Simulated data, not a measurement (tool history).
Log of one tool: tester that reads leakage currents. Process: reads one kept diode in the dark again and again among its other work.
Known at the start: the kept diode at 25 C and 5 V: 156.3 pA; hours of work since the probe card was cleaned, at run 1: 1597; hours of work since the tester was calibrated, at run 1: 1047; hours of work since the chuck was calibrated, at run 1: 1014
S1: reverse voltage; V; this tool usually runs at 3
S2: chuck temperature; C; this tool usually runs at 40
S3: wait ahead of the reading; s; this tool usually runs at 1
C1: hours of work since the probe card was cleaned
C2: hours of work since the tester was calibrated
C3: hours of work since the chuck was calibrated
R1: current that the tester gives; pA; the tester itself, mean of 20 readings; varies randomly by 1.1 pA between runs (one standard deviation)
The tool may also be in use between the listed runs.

run,hour,S1,S2,S3,C1,C2,C3,R1
1,0,3,40,1,1597,1047,1014,380.84
2,16.6,3,38,1,1610,1060,1027,328.58
3,39.7,3,49,1,1628,1078,1044,722.36
# hour 52.5: probe card cleaned and baked
4,73.7,1.16,40,1,16,1101,1068,226.3
5,96.9,1.16,40,1,34,1119,1086,225.4
6,120.7,1.16,40,1,52,1137,1104,226.34
7,148.6,1.16,40,1.23,74,1159,1125,226.94
8,166.5,3,40,1,87,1172,1139,381.17
9,198.1,3,40,1,111,1197,1163,378.57
10,222.5,3,40,1,130,1215,1182,381.09
11,237.3,3,40,1,141,1227,1193,380.17
12,259.3,3,40,1,158,1243,1210,380.45
13,277,3,40,1,172,1257,1223,380.04
14,311.6,1.47,40,1,198,1283,1250,258.69
15,333.4,3,45,1,215,1300,1267,546.35
16,352.5,3,40,1,230,1315,1281,378.83
17,376.6,3,40,1,248,1333,1300,381.94
18,406.2,3,40,1,271,1356,1322,380.5
19,421.2,3,40,1,282,1367,1334,379.42
20,439.4,5.46,40,1,296,1381,1348,526.49
21,462.7,2.64,37,7.13,314,1399,1366,282.71
22,479,8.14,22,3.66,326,1412,1378,159.4
23,503.3,4.42,56,2.81,345,1430,1397,1442.72
24,527.2,4.42,56,2.81,363,1448,1415,1442.08
25,557.3,13.26,27,3.33,386,1471,1438,315.34
26,581.3,13.26,27,3.33,405,1490,1456,313.38
27,606,19.26,48,1.14,424,1509,1475,1847.43
28,625.9,1.19,30,0.89,439,1524,1490,107.54
29,655.3,2.64,46,0.79,461,1546,1513,546.37
30,681.7,2.64,46,0.79,482,1567,1533,548.49
31,705.9,4.16,28,1,500,1585,1552,180.94
32,741.2,4.16,28,1,527,1612,1579,182.52
33,763.2,4.16,28,1,544,1629,1596,180.69
34,779.2,1.45,40,5.85,556,1641,1608,255.66

Run 35 is up next; what results do you expect?
35,797.9,19.51,40,1.22,570,1656,1622,?

For run 35 the tool returned R1 1047.9 pA.
With no hidden state in the tool, this same run would have given R1 1046.74 pA.

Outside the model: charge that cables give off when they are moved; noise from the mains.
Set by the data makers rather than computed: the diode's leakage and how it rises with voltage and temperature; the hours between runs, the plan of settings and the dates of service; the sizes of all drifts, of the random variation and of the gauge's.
